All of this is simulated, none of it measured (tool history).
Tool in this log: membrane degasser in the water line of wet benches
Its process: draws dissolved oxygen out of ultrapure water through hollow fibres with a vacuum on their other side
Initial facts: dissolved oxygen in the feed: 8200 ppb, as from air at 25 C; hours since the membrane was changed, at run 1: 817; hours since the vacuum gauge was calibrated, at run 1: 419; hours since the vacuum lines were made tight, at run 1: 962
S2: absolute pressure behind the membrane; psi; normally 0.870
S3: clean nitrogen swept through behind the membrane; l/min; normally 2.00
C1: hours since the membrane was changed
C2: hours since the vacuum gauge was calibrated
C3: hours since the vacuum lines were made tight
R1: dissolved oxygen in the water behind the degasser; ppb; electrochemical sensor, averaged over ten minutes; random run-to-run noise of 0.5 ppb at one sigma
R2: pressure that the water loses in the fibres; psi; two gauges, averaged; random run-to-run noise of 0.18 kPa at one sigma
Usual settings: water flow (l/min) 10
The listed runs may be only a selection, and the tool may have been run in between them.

{"run": 1, "hour": 0.0, "water flow (l/min)": 10, "S2": 0.87, "S3": 2.0, "C1": 817, "C2": 419, "C3": 962, "R1": 40.9, "R2": 5.094}
{"run": 2, "hour": 42.1, "water flow (l/min)": 10, "S2": 0.87, "S3": 2.0, "C1": 859, "C2": 461, "C3": 1004, "R1": 41.8, "R2": 5.118}
{"run": 3, "hour": 90.1, "water flow (l/min)": 10, "S2": 0.87, "S3": 2.0, "C1": 907, "C2": 509, "C3": 1052, "R1": 40.0, "R2": 5.101}
{"run": 4, "hour": 129.2, "water flow (l/min)": 10, "S2": 0.87, "S3": 2.0, "C1": 946, "C2": 548, "C3": 1091, "R1": 40.8, "R2": 5.102}
{"run": 5, "hour": 161.0, "water flow (l/min)": 10, "S2": 0.87, "S3": 2.0, "C1": 978, "C2": 580, "C3": 1123, "R1": 40.9, "R2": 5.092}
{"run": 6, "hour": 204.6, "water flow (l/min)": 13, "S2": 0.87, "S3": 2.0, "C1": 1021, "C2": 624, "C3": 1167, "R1": 66.3, "R2": 6.685}
{"run": 7, "hour": 255.7, "water flow (l/min)": 10, "S2": 1.079, "S3": 2.0, "C1": 1072, "C2": 675, "C3": 1218, "R1": 58.8, "R2": 5.092}
{"run": 8, "hour": 307.9, "water flow (l/min)": 10, "S2": 1.079, "S3": 2.0, "C1": 1124, "C2": 727, "C3": 1270, "R1": 58.6, "R2": 5.06}
{"run": 9, "hour": 360.4, "water flow (l/min)": 10, "S2": 0.87, "S3": 2.0, "C1": 1177, "C2": 780, "C3": 1323, "R1": 41.6, "R2": 5.105}
{"run": 10, "hour": 400.0, "water flow (l/min)": 10, "S2": 0.87, "S3": 2.0, "C1": 1217, "C2": 819, "C3": 1362, "R1": 40.1, "R2": 5.144}
{"run": 11, "hour": 450.8, "water flow (l/min)": 10, "S2": 0.87, "S3": 2.0, "C1": 1267, "C2": 870, "C3": 1413, "R1": 40.5, "R2": 5.105}
{"run": 12, "hour": 473.9, "water flow (l/min)": 10, "S2": 0.87, "S3": 2.0, "C1": 1291, "C2": 893, "C3": 1436, "R1": 40.5, "R2": 5.124}
{"run": 13, "hour": 513.4, "water flow (l/min)": 10, "S2": 0.87, "S3": 2.0, "C1": 1330, "C2": 933, "C3": 1476, "R1": 39.1, "R2": 5.149}
{"run": 14, "hour": 553.7, "water flow (l/min)": 10, "S2": 0.87, "S3": 2.0, "C1": 1370, "C2": 973, "C3": 1516, "R1": 40.9, "R2": 5.114}
{"hour": 558.5, "done": "vacuum gauge calibrated"}
{"run": 15, "hour": 593.4, "water flow (l/min)": 10, "S2": 1.503, "S3": 2.0, "C1": 1409, "C2": 35, "C3": 1555, "R1": 95.4, "R2": 5.123}
{"run": 16, "hour": 621.3, "water flow (l/min)": 10, "S2": 1.503, "S3": 2.0, "C1": 1437, "C2": 63, "C3": 1583, "R1": 96.0, "R2": 5.142}
{"run": 17, "hour": 670.5, "water flow (l/min)": 12, "S2": 0.87, "S3": 1.65, "C1": 1487, "C2": 112, "C3": 1632, "R1": 64.1, "R2": 6.128}
{"run": 18, "hour": 693.1, "water flow (l/min)": 13, "S2": 0.87, "S3": 1.65, "C1": 1509, "C2": 135, "C3": 1655, "R1": 75.4, "R2": 6.66}
{"run": 19, "hour": 729.2, "water flow (l/min)": 13, "S2": 0.87, "S3": 1.65, "C1": 1545, "C2": 171, "C3": 1691, "R1": 75.2, "R2": 6.615}
{"run": 20, "hour": 755.2, "water flow (l/min)": 13, "S2": 0.87, "S3": 1.65, "C1": 1571, "C2": 197, "C3": 1717, "R1": 73.6, "R2": 6.683}
{"run": 21, "hour": 778.9, "water flow (l/min)": 9, "S2": 1.627, "S3": 3.28, "C1": 1595, "C2": 220, "C3": 1741, "R1": 59.9, "R2": 4.638}
{"run": 22, "hour": 815.7, "water flow (l/min)": 6, "S2": 1.304, "S3": 2.28, "C1": 1632, "C2": 257, "C3": 1777, "R1": 40.0, "R2": 3.097}
{"hour": 836.5, "done": "vacuum gauge calibrated, once more"}
{"run": 23, "hour": 867.5, "water flow (l/min)": 13, "S2": 1.896, "S3": 2.37, "C1": 1683, "C2": 31, "C3": 1829, "R1": 151.4, "R2": 6.637}
{"run": 24, "hour": 920.8, "water flow (l/min)": 13, "S2": 1.896, "S3": 2.37, "C1": 1736, "C2": 84, "C3": 1882, "R1": 151.9, "R2": 6.662}
{"run": 25, "hour": 959.1, "water flow (l/min)": 7, "S2": 1.658, "S3": 1.14, "C1": 1775, "C2": 123, "C3": 1920, "R1": 125.2, "R2": 3.566}
{"run": 26, "hour": 988.1, "water flow (l/min)": 11, "S2": 0.616, "S3": 1.82, "C1": 1804, "C2": 152, "C3": 1949, "R1": 25.8, "R2": 5.63}
{"run": 27, "hour": 1011.4, "water flow (l/min)": 11, "S2": 0.616, "S3": 1.82, "C1": 1827, "C2": 175, "C3": 1973, "R1": 25.9, "R2": 5.601}
{"run": 28, "hour": 1063.7, "water flow (l/min)": 11, "S2": 1.156, "S3": 1.0, "C1": 1879, "C2": 227, "C3": 2025, "R1": 134.7, "R2": 5.659}
{"run": 29, "hour": 1117.4, "water flow (l/min)": 14, "S2": 0.589, "S3": 2.0, "C1": 1933, "C2": 281, "C3": 2079, "R1": 43.5, "R2": 7.187}
{"run": 30, "hour": 1153.3, "water flow (l/min)": 10, "S2": 1.073, "S3": 1.59, "C1": 1969, "C2": 317, "C3": 2115, "R1": 70.4, "R2": 5.134}
{"run": 31, "hour": 1194.2, "water flow (l/min)": 10, "S2": 1.073, "S3": 1.59, "C1": 2010, "C2": 358, "C3": 2155, "R1": 69.5, "R2": 5.123}
{"run": 32, "hour": 1216.5, "water flow (l/min)": 10, "S2": 1.073, "S3": 1.59, "C1": 2032, "C2": 380, "C3": 2178, "R1": 70.6, "R2": 5.12}

Each row is a separate what-if for the run after 32, all from the same tool condition, not one after another. Results?
{"run": "A", "hour": 1245.1, "water flow (l/min)": 8, "S2": 0.87, "S3": 2.0, "C1": 2061, "C2": 409, "C3": 2206, "R1": "?", "R2": "?"}
{"run": "B", "hour": 1245.1, "water flow (l/min)": 10, "S2": 0.87, "S3": 3.92, "C1": 2061, "C2": 409, "C3": 2206, "R1": "?", "R2": "?"}
{"run": "C", "hour": 1245.1, "water flow (l/min)": 10, "S2": 0.779, "S3": 1.59, "C1": 2061, "C2": 409, "C3": 2206, "R1": "?", "R2": "?"}
{"run": "D", "hour": 1245.1, "water flow (l/min)": 9, "S2": 0.838, "S3": 1.34, "C1": 2061, "C2": 409, "C3": 2206, "R1": "?", "R2": "?"}

run=A R1=29.8 R2=4.107
run=B R1=24.5 R2=5.142
run=C R1=40.3 R2=5.159
run=D R1=45.8 R2=4.589
Without the tool's hidden state the same runs would have given:
run=A R1=29.0 R2=4.077
run=B R1=23.9 R2=5.104
run=C R1=39.5 R2=5.121
run=D R1=44.8 R2=4.554
